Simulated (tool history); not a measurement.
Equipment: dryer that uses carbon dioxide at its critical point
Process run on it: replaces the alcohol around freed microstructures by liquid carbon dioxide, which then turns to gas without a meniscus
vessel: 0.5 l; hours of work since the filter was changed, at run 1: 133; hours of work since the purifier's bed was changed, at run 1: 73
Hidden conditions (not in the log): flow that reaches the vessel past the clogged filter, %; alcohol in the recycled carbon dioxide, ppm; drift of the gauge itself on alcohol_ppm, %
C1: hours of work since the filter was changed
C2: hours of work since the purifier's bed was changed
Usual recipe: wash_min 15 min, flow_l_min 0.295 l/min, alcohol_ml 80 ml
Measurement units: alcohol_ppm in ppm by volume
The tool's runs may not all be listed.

{"run": 1, "day": 0.0, "wash_min": 15, "flow_l_min": 0.295, "alcohol_ml": 80, "C1": 133, "C2": 73, "alcohol_ppm": 338}
{"run": 2, "day": 1.121, "wash_min": 15, "flow_l_min": 0.295, "alcohol_ml": 80, "C1": 150, "C2": 90, "alcohol_ppm": 337}
{"run": 3, "day": 2.538, "wash_min": 15, "flow_l_min": 0.295, "alcohol_ml": 80, "C1": 171, "C2": 111, "alcohol_ppm": 354}
{"run": 4, "day": 3.788, "wash_min": 15, "flow_l_min": 0.295, "alcohol_ml": 80, "C1": 190, "C2": 130, "alcohol_ppm": 360}
{"run": 5, "day": 4.658, "wash_min": 15, "flow_l_min": 0.182, "alcohol_ml": 80, "C1": 203, "C2": 143, "alcohol_ppm": 3282}
{"run": 6, "day": 6.012, "wash_min": 15, "flow_l_min": 0.182, "alcohol_ml": 80, "C1": 223, "C2": 164, "alcohol_ppm": 3295}
{"run": 7, "day": 7.554, "wash_min": 15, "flow_l_min": 0.182, "alcohol_ml": 28, "C1": 247, "C2": 187, "alcohol_ppm": 1178}
{"run": 8, "day": 8.858, "wash_min": 15, "flow_l_min": 0.182, "alcohol_ml": 28, "C1": 266, "C2": 206, "alcohol_ppm": 1204}
{"run": 9, "day": 9.858, "wash_min": 15, "flow_l_min": 0.295, "alcohol_ml": 52, "C1": 281, "C2": 221, "alcohol_ppm": 264}
{"run": 10, "day": 10.838, "wash_min": 15, "flow_l_min": 0.246, "alcohol_ml": 52, "C1": 296, "C2": 236, "alcohol_ppm": 674}
{"run": 11, "day": 12.375, "wash_min": 15, "flow_l_min": 0.246, "alcohol_ml": 52, "C1": 319, "C2": 259, "alcohol_ppm": 678}
{"run": 12, "day": 13.592, "wash_min": 15, "flow_l_min": 0.246, "alcohol_ml": 52, "C1": 337, "C2": 278, "alcohol_ppm": 676}
{"run": 13, "day": 14.617, "wash_min": 15, "flow_l_min": 0.246, "alcohol_ml": 52, "C1": 353, "C2": 293, "alcohol_ppm": 702}
{"run": 14, "day": 16.2, "wash_min": 15, "flow_l_min": 0.295, "alcohol_ml": 80, "C1": 377, "C2": 317, "alcohol_ppm": 431}
{"run": 15, "day": 16.971, "wash_min": 15, "flow_l_min": 0.295, "alcohol_ml": 80, "C1": 388, "C2": 329, "alcohol_ppm": 442}
{"run": 16, "day": 18.588, "wash_min": 15, "flow_l_min": 0.295, "alcohol_ml": 80, "C1": 413, "C2": 353, "alcohol_ppm": 444}
{"run": 17, "day": 19.579, "wash_min": 15, "flow_l_min": 0.295, "alcohol_ml": 61, "C1": 428, "C2": 368, "alcohol_ppm": 356}
{"run": 18, "day": 20.538, "wash_min": 15, "flow_l_min": 0.21, "alcohol_ml": 61, "C1": 442, "C2": 382, "alcohol_ppm": 1703}
{"run": 19, "day": 21.271, "wash_min": 15, "flow_l_min": 0.21, "alcohol_ml": 61, "C1": 453, "C2": 393, "alcohol_ppm": 1713}
{"run": 20, "day": 21.979, "wash_min": 15, "flow_l_min": 0.21, "alcohol_ml": 61, "C1": 464, "C2": 404, "alcohol_ppm": 1726}
{"run": 21, "day": 22.95, "wash_min": 15, "flow_l_min": 0.21, "alcohol_ml": 61, "C1": 478, "C2": 419, "alcohol_ppm": 1679}
{"run": 22, "day": 24.304, "wash_min": 15, "flow_l_min": 0.21, "alcohol_ml": 61, "C1": 499, "C2": 439, "alcohol_ppm": 1722}
{"run": 23, "day": 25.317, "wash_min": 14, "flow_l_min": 0.21, "alcohol_ml": 61, "C1": 514, "C2": 454, "alcohol_ppm": 2368}
{"day": 26.104, "done": "inlet filter changed"}
{"run": 24, "day": 26.433, "wash_min": 15, "flow_l_min": 0.259, "alcohol_ml": 80, "C1": 5, "C2": 470, "alcohol_ppm": 643}
{"run": 25, "day": 27.496, "wash_min": 9, "flow_l_min": 0.354, "alcohol_ml": 55, "C1": 21, "C2": 486, "alcohol_ppm": 1242}
{"run": 26, "day": 28.225, "wash_min": 15, "flow_l_min": 0.417, "alcohol_ml": 42, "C1": 32, "C2": 497, "alcohol_ppm": 65}
{"run": 27, "day": 29.133, "wash_min": 17, "flow_l_min": 0.441, "alcohol_ml": 73, "C1": 46, "C2": 511, "alcohol_ppm": 53}
{"run": 28, "day": 30.271, "wash_min": 17, "flow_l_min": 0.441, "alcohol_ml": 73, "C1": 63, "C2": 528, "alcohol_ppm": 58}
{"run": 29, "day": 31.592, "wash_min": 17, "flow_l_min": 0.441, "alcohol_ml": 73, "C1": 83, "C2": 548, "alcohol_ppm": 53}
{"run": 30, "day": 32.304, "wash_min": 9, "flow_l_min": 0.354, "alcohol_ml": 48, "C1": 93, "C2": 559, "alcohol_ppm": 1162}
{"day": 33.625, "done": "purifier's bed changed"}
{"run": 31, "day": 33.625, "wash_min": 9, "flow_l_min": 0.354, "alcohol_ml": 48, "C1": 111, "C2": 0, "alcohol_ppm": 1172}
{"run": 32, "day": 35.175, "wash_min": 9, "flow_l_min": 0.354, "alcohol_ml": 48, "C1": 135, "C2": 23, "alcohol_ppm": 1158}
{"run": 33, "day": 35.883, "wash_min": 10, "flow_l_min": 0.207, "alcohol_ml": 27, "C1": 145, "C2": 34, "alcohol_ppm": 2780}
{"run": 34, "day": 36.604, "wash_min": 11, "flow_l_min": 0.413, "alcohol_ml": 31, "C1": 156, "C2": 45, "alcohol_ppm": 128}
{"run": 35, "day": 37.588, "wash_min": 15, "flow_l_min": 0.188, "alcohol_ml": 113, "C1": 171, "C2": 60, "alcohol_ppm": 3964}
{"run": 36, "day": 39.192, "wash_min": 15, "flow_l_min": 0.188, "alcohol_ml": 113, "C1": 195, "C2": 84, "alcohol_ppm": 4000}
{"run": 37, "day": 40.779, "wash_min": 15, "flow_l_min": 0.228, "alcohol_ml": 113, "C1": 219, "C2": 108, "alcohol_ppm": 1863}
{"run": 38, "day": 41.633, "wash_min": 15, "flow_l_min": 0.228, "alcohol_ml": 113, "C1": 232, "C2": 121, "alcohol_ppm": 1863}
{"run": 39, "day": 42.779, "wash_min": 15, "flow_l_min": 0.217, "alcohol_ml": 80, "C1": 249, "C2": 138, "alcohol_ppm": 1620}
{"run": 40, "day": 44.225, "wash_min": 12, "flow_l_min": 0.217, "alcohol_ml": 31, "C1": 271, "C2": 160, "alcohol_ppm": 1616}
{"run": 41, "day": 45.242, "wash_min": 12, "flow_l_min": 0.217, "alcohol_ml": 31, "C1": 286, "C2": 175, "alcohol_ppm": 1698}
{"run": 42, "day": 45.996, "wash_min": 12, "flow_l_min": 0.217, "alcohol_ml": 31, "C1": 298, "C2": 186, "alcohol_ppm": 1639}
{"run": 43, "day": 46.8, "wash_min": 14, "flow_l_min": 0.295, "alcohol_ml": 70, "C1": 310, "C2": 198, "alcohol_ppm": 507}
{"run": 44, "day": 48.321, "wash_min": 13, "flow_l_min": 0.24, "alcohol_ml": 21, "C1": 333, "C2": 221, "alcohol_ppm": 593}
{"run": 45, "day": 49.796, "wash_min": 13, "flow_l_min": 0.24, "alcohol_ml": 21, "C1": 355, "C2": 243, "alcohol_ppm": 586}
{"run": 46, "day": 50.688, "wash_min": 13, "flow_l_min": 0.24, "alcohol_ml": 21, "C1": 368, "C2": 257, "alcohol_ppm": 608}
{"run": 47, "day": 52.138, "wash_min": 12, "flow_l_min": 0.295, "alcohol_ml": 80, "C1": 390, "C2": 279, "alcohol_ppm": 1329}
{"run": 48, "day": 53.554, "wash_min": 23, "flow_l_min": 0.295, "alcohol_ml": 80, "C1": 411, "C2": 300, "alcohol_ppm": 44}

Consider 3 possible next runs. They are alternatives, not a sequence: every one starts from the tool as it was left by run 48. What does each give?
{"run": "A", "day": 54.858, "wash_min": 23, "flow_l_min": 0.295, "alcohol_ml": 56, "C1": 431, "C2": 320, "alcohol_ppm": "?"}
{"run": "B", "day": 54.858, "wash_min": 18, "flow_l_min": 0.295, "alcohol_ml": 80, "C1": 431, "C2": 320, "alcohol_ppm": "?"}
{"run": "C", "day": 54.858, "wash_min": 23, "flow_l_min": 0.257, "alcohol_ml": 109, "C1": 431, "C2": 320, "alcohol_ppm": "?"}

run=A alcohol_ppm=55
run=B alcohol_ppm=154
run=C alcohol_ppm=116
Had the tool no hidden state, the same runs would have come out as:
run=A alcohol_ppm=19
run=B alcohol_ppm=80
run=C alcohol_ppm=58
